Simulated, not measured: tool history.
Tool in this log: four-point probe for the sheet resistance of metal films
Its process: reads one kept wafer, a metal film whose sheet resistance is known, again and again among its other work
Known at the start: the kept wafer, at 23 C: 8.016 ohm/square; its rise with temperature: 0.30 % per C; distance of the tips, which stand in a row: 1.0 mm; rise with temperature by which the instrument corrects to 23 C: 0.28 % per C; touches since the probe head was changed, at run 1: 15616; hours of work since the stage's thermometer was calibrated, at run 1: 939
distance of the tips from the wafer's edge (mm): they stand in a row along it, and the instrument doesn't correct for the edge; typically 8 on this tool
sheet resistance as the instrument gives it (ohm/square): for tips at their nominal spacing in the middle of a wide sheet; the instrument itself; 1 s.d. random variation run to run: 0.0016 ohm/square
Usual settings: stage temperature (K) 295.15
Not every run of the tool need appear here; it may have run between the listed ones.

run   hour  stage temperature (K)  distance of the tips from the wafer's edge (mm)  touches since the probe head was changed  hours of work since the stage's thermometer was calibrated  sheet resistance as the instrument gives it (ohm/square)
  1      0                 295.15                                                8                                     15616                                                         939                                                  8.102272
  2     27                 295.15                                                8                                     16084                                                         956                                                  8.102187
  3   73.2                 295.15                                               11                                     16886                                                         984                                                  8.073242
  4  106.2                 292.15                                               11                                     17459                                                        1004                                                  8.069686
  5  140.1                 292.15                                               68                                     18047                                                        1024                                                  8.034698
  6  165.3                 292.15                                                8                                     18485                                                        1040                                                  8.100787
  7  197.8                 292.15                                                8                                     19048                                                        1059                                                  8.104489
     202.1  -- stage's thermometer calibrated
  8  241.8                 307.15                                                8                                     19803                                                          24                                                   8.13049
  9  281.5                 307.15                                                8                                     20492                                                          48                                                  8.129804
       323  -- stage's thermometer calibrated, once more
 10  324.9                 295.15                                                8                                     21236                                                           1                                                  8.114357
 11  359.8                 295.15                                                4                                     21841                                                          22                                                  8.303967
 12  403.6                 295.15                                                4                                     22601                                                          49                                                  8.304681
 13  427.8                 295.15                                                4                                     23021                                                          63                                                  8.306708

Estimate the outcome of run 14 from the log above:
 14  472.8                 295.15                                               65                                     23802                                                          91                                                         ?

{"run 14": {"sheet resistance as the instrument gives it (ohm/square)": 8.046374}}
Without the tool's hidden state the same run would have given sheet resistance as the instrument gives it (ohm/square) 8.01486.

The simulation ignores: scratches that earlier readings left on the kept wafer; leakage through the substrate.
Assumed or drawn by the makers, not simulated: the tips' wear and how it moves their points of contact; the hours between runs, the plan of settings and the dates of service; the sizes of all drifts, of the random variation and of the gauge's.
